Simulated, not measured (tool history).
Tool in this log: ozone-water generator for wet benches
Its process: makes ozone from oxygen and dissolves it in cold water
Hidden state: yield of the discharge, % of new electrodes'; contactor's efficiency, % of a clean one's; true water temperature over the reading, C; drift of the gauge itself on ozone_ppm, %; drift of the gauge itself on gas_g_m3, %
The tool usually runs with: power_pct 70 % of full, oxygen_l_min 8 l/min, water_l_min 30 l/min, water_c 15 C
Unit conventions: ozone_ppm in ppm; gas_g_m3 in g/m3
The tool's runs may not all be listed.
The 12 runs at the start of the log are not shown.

run,hour,power_pct,oxygen_l_min,water_l_min,water_c,hours of work since the electrodes were changed,hours of work since the contactor was cleaned,hours of work since the thermometer was calibrated,ozone_ppm,gas_g_m3
13,1607.5,70,5.39,30,15,2561,5042,1313,16.9,260.5
14,1762.6,70,5.39,30,15,2677,5158,1429,16.9,259.1
15,1936.9,70,5.39,30,15,2807,5288,1559,16.8,256.7
16,2059.9,70,5.39,30,15,2899,5380,1651,16.7,254.4
17,2204.7,40,9.75,30,15,3007,5488,1759,12.3,133
18,2338.3,72,9.01,30,15,3106,5587,1859,17.5,198.6
19,2497.7,69,8.57,23,8,3225,5706,1978,25,196.3
20,2593.1,47,12.22,30,16,3297,5778,2049,13,130.5
21,2745.6,47,12.22,30,16,3410,5891,2163,13.4,130.8
22,2897.9,70,7.18,30,12,3524,6005,2277,17.4,216.6
23,3000.5,70,7.18,30,12,3601,6082,2353,17.3,215.1
24,3127.4,59,7.29,36,19,3695,6177,2448,11.8,193.4
25,3309.8,59,5.71,25,19,3832,6313,2584,16.5,219.4
26,3405.1,59,5.5,25,20,3903,6384,2655,16.5,221.6
27,3556.6,56,8,30,15,4016,6497,2768,14.8,176.5
# hour 3713.4: water thermometer calibrated
28,3725.6,52,11.17,19,15,4142,6623,9,20.8,141.7
29,3825.3,52,11.17,19,15,4216,6697,84,20.9,140.2
30,3931.8,52,11.17,19,15,4295,6777,163,20.6,141.2
31,4070.6,99,8,38,15,4399,6880,267,15.5,246
32,4229.8,76,4.76,42,15,4518,6999,385,10.9,272.9

Consider 3 possible next runs. They are alternatives, not a sequence: every one starts from the tool as it was left by run 32. What does each give?
A,4318.4,70,4.11,30,15,4584,7065,452,?,?
B,4318.4,70,10.06,38,15,4584,7065,452,?,?
C,4318.4,52,9.17,30,14,4584,7065,452,?,?

run,ozone_ppm,gas_g_m3
A,14.7,277.9
B,13,176.9
C,13.9,156.4
Without the tool's hidden state the same runs would have given:
run,ozone_ppm,gas_g_m3
A,18,320.3
B,16,203.6
C,16.6,175.5
